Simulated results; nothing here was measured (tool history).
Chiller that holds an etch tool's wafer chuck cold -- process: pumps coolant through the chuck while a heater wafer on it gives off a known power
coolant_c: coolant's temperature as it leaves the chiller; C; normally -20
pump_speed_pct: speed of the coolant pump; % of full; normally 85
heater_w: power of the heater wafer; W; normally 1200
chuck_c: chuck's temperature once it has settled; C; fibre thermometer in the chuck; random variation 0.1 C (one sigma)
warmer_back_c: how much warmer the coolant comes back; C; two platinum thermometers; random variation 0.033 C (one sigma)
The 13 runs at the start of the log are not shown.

run,hour,coolant_c,pump_speed_pct,heater_w,hours since the coolant was changed and the channels were flushed,hours since the pump was overhauled,hours since the chiller's thermometer was calibrated,chuck_c,warmer_back_c
# hour 1642.7: chiller's thermometer calibrated
14,1755.2,-20,92,1200,783,3124,113,-10.6,4.41
15,1873.4,-20,92,1200,901,3242,231,-10.4,4.53
16,2022.8,-27,85,1200,1051,3391,380,-17,4.86
17,2218.8,-18,85,1200,1247,3587,576,-7.8,4.9
18,2360,-25,85,1200,1388,3728,717,-14.8,4.92
19,2528,-27,85,1493,1556,3896,885,-14.1,6.14
20,2640.6,-27,85,1493,1668,4009,998,-14.1,6.12
21,2794.3,-28,98,1561,1822,4163,1152,-15.7,5.59
22,2919.4,-14,81,1200,1947,4288,1277,-3.2,5.28
23,3087.3,-14,81,1200,2115,4456,1445,-3.1,5.17
24,3195.8,-13,81,821,2224,4564,1553,-5.8,3.54
25,3355.4,-13,61,1253,2383,4724,1713,0.7,7.24
26,3484.3,-17,62,1590,2512,4853,1842,0.6,9.19
27,3606.5,-15,85,1039,2634,4975,1964,-5.8,4.42
28,3791.8,-20,64,1135,2820,5160,2149,-7.6,6.49
29,3976.4,-20,85,690,3004,5345,2334,-14.2,2.92
30,4131.8,-20,85,690,3160,5500,2489,-13.9,2.94
31,4233.4,-24,77,858,3261,5602,2591,-16,4.04
# hour 4291.1: chiller's thermometer calibrated
32,4362.5,-24,77,858,3389,5730,71,-15,4.13
33,4507,-12,67,958,3534,5874,216,-1.2,5.28

3 options for the next run, each taken on its own from the tool as it stands now. Forecast them:
A,4656.7,-20,88,1755,3684,6024,366,?,?
B,4656.7,-12,84,958,3684,6024,366,?,?
C,4656.7,-12,67,990,3684,6024,366,?,?

run,chuck_c,warmer_back_c
A,-2.9,7.39
B,-2.6,4.29
C,-0.7,5.47
The same runs, with their run-to-run variation unchanged, on a tool lacking any hidden condition would have given:
run,chuck_c,warmer_back_c
A,-6.5,6.33
B,-4.6,3.69
C,-3,4.7
